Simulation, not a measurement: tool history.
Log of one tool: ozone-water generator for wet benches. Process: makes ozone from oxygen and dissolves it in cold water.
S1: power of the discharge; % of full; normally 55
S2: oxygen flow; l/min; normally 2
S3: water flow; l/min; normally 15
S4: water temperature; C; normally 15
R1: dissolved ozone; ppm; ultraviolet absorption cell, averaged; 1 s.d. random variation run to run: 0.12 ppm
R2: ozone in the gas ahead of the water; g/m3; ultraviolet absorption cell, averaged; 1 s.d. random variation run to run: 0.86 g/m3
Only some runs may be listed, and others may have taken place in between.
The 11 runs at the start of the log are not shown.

| run | hour | S1 | S2 | S3 | S4 | R1 | R2 |
|---|---|---|---|---|---|---|---|
| 12 | 818.4 | 55 | 1.15 | 15 | 15 | 7.6 | 164 |
| 13 | 874.8 | 55 | 2.69 | 15 | 15 | 10.7 | 124.7 |
| 14 | 968.5 | 55 | 2.69 | 15 | 11 | 11.2 | 122 |
| 15 | 1060 | 55 | 2.69 | 15 | 11 | 11.1 | 124.1 |
| 16 | 1107.1 | 83 | 2.69 | 15 | 11 | 15.4 | 167.7 |
| 17 | 1201.5 | 83 | 2.69 | 15 | 11 | 15.1 | 167.6 |
| 18 | 1302.2 | 55 | 2.98 | 15 | 15 | 11.2 | 120.3 |
| 19 | 1368.3 | 53 | 1.23 | 9 | 16 | 12.4 | 152.4 |
| 20 | 1472 | 53 | 1.43 | 14 | 19 | 8.2 | 145.1 |
|  | 1482.1 | contactor cleaned |
|  | 1519.3 | water thermometer calibrated |
| 21 | 1535.4 | 54 | 2 | 15 | 19 | 8.7 | 132.4 |
| 22 | 1631.5 | 55 | 2 | 15 | 14 | 9.3 | 133.2 |
| 23 | 1696.3 | 62 | 3.07 | 14 | 12 | 13 | 126.3 |
|  | 1731.3 | contactor cleaned, once more |
| 24 | 1800.1 | 73 | 2 | 21 | 7 | 8.8 | 162.2 |
| 25 | 1883.7 | 84 | 2.19 | 21 | 14 | 9.7 | 175.6 |
| 26 | 1938.6 | 84 | 2.57 | 15 | 9 | 15.2 | 166 |
| 27 | 2023.1 | 55 | 2 | 15 | 19 | 9.3 | 132.7 |
| 28 | 2066.3 | 55 | 2 | 16 | 14 | 9.2 | 132.4 |
| 29 | 2142.7 | 51 | 2.51 | 17 | 9 | 9 | 118.1 |
| 30 | 2191.5 | 41 | 2.12 | 20 | 8 | 6.4 | 104.9 |
| 31 | 2282.1 | 41 | 2.12 | 20 | 8 | 6.1 | 105.6 |
| 32 | 2376.3 | 41 | 2.12 | 20 | 8 | 6.5 | 105.5 |

4 ways to go on from here, each from the tool as it stands after run 32. What would each give?
| A | 2418.3 | 66 | 2.12 | 11 | 8 | ? | ? |
| B | 2418.3 | 55 | 2.86 | 15 | 9 | ? | ? |
| C | 2418.3 | 51 | 1.54 | 14 | 15 | ? | ? |
| D | 2418.3 | 41 | 2.12 | 14 | 19 | ? | ? |

| run | R1 | R2 |
|---|---|---|
| A | 15.5 | 146.3 |
| B | 11.6 | 117.4 |
| C | 8.4 | 135.8 |
| D | 8.2 | 104.1 |
Stripped of hidden state, with their random variation kept, the same runs would have yielded:
| run | R1 | R2 |
|---|---|---|
| A | 16.6 | 155.5 |
| B | 12.3 | 123.7 |
| C | 8.9 | 142.7 |
| D | 8.6 | 108.2 |
